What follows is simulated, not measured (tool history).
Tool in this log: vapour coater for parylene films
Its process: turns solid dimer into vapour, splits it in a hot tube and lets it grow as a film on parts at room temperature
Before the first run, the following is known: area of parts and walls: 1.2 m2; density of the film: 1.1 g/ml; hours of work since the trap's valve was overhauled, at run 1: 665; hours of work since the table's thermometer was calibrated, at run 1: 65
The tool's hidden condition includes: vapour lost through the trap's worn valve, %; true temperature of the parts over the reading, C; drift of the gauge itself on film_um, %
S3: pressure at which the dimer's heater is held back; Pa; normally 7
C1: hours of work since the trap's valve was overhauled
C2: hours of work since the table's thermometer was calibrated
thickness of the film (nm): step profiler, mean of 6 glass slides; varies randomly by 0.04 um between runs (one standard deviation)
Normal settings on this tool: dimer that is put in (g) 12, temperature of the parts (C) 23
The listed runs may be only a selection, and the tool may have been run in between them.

run 1 hour=0 | dimer_that_is_put_in_(g)=12 temperature_of_the_parts_(C)=23 S3=7 | C1=665 C2=65 | thickness_of_the_film_(nm)=3600
-- hour=21 trap's valve overhauled
run 2 hour=51 | dimer_that_is_put_in_(g)=12 temperature_of_the_parts_(C)=16 S3=7 | C1=20 C2=96 | thickness_of_the_film_(nm)=6030
run 3 hour=104.4 | dimer_that_is_put_in_(g)=12 temperature_of_the_parts_(C)=16 S3=7 | C1=54 C2=131 | thickness_of_the_film_(nm)=5950
run 4 hour=134 | dimer_that_is_put_in_(g)=12 temperature_of_the_parts_(C)=23 S3=6.04 | C1=74 C2=150 | thickness_of_the_film_(nm)=4400
run 5 hour=179.7 | dimer_that_is_put_in_(g)=12 temperature_of_the_parts_(C)=23 S3=6.04 | C1=104 C2=180 | thickness_of_the_film_(nm)=4410
run 6 hour=222.1 | dimer_that_is_put_in_(g)=12 temperature_of_the_parts_(C)=23 S3=6.04 | C1=131 C2=208 | thickness_of_the_film_(nm)=4330
run 7 hour=262.6 | dimer_that_is_put_in_(g)=12 temperature_of_the_parts_(C)=23 S3=6.04 | C1=158 C2=234 | thickness_of_the_film_(nm)=4380
run 8 hour=326.7 | dimer_that_is_put_in_(g)=12 temperature_of_the_parts_(C)=23 S3=6.45 | C1=200 C2=276 | thickness_of_the_film_(nm)=4270
run 9 hour=378.3 | dimer_that_is_put_in_(g)=12 temperature_of_the_parts_(C)=23 S3=6.45 | C1=233 C2=310 | thickness_of_the_film_(nm)=4180
run 10 hour=428.6 | dimer_that_is_put_in_(g)=12 temperature_of_the_parts_(C)=31 S3=7 | C1=266 C2=343 | thickness_of_the_film_(nm)=2820
run 11 hour=474.5 | dimer_that_is_put_in_(g)=15 temperature_of_the_parts_(C)=18 S3=2.07 | C1=296 C2=373 | thickness_of_the_film_(nm)=8610
run 12 hour=507.7 | dimer_that_is_put_in_(g)=15 temperature_of_the_parts_(C)=18 S3=2.07 | C1=318 C2=394 | thickness_of_the_film_(nm)=8540
run 13 hour=550.6 | dimer_that_is_put_in_(g)=15 temperature_of_the_parts_(C)=18 S3=2.07 | C1=346 C2=422 | thickness_of_the_film_(nm)=8480
run 14 hour=588.6 | dimer_that_is_put_in_(g)=12 temperature_of_the_parts_(C)=22 S3=5.62 | C1=371 C2=447 | thickness_of_the_film_(nm)=4430
run 15 hour=621.5 | dimer_that_is_put_in_(g)=12 temperature_of_the_parts_(C)=22 S3=5.62 | C1=392 C2=469 | thickness_of_the_film_(nm)=4380
run 16 hour=676.3 | dimer_that_is_put_in_(g)=20 temperature_of_the_parts_(C)=17 S3=5.62 | C1=428 C2=505 | thickness_of_the_film_(nm)=9180
run 17 hour=710.9 | dimer_that_is_put_in_(g)=20 temperature_of_the_parts_(C)=26 S3=7 | C1=451 C2=527 | thickness_of_the_film_(nm)=5610

Here are 5 independent what-if runs from the current tool condition. What would each one return?
run A hour=779.7 | dimer_that_is_put_in_(g)=6 temperature_of_the_parts_(C)=17 S3=4.7 | C1=496 C2=572 | thickness_of_the_film_(nm)=?
run B hour=779.7 | dimer_that_is_put_in_(g)=12 temperature_of_the_parts_(C)=30 S3=7 | C1=496 C2=572 | thickness_of_the_film_(nm)=?
run C hour=779.7 | dimer_that_is_put_in_(g)=16 temperature_of_the_parts_(C)=23 S3=4.3 | C1=496 C2=572 | thickness_of_the_film_(nm)=?
run D hour=779.7 | dimer_that_is_put_in_(g)=12 temperature_of_the_parts_(C)=22 S3=4.31 | C1=496 C2=572 | thickness_of_the_film_(nm)=?
run E hour=779.7 | dimer_that_is_put_in_(g)=20 temperature_of_the_parts_(C)=26 S3=5.91 | C1=496 C2=572 | thickness_of_the_film_(nm)=?

run=A thickness_of_the_film_(nm)=2800
run=B thickness_of_the_film_(nm)=2870
run=C thickness_of_the_film_(nm)=5850
run=D thickness_of_the_film_(nm)=4540
run=E thickness_of_the_film_(nm)=5890
Without the tool's unlogged condition, the same runs would have read:
run=A thickness_of_the_film_(nm)=3120
run=B thickness_of_the_film_(nm)=3190
run=C thickness_of_the_film_(nm)=6510
run=D thickness_of_the_film_(nm)=5060
run=E thickness_of_the_film_(nm)=6560
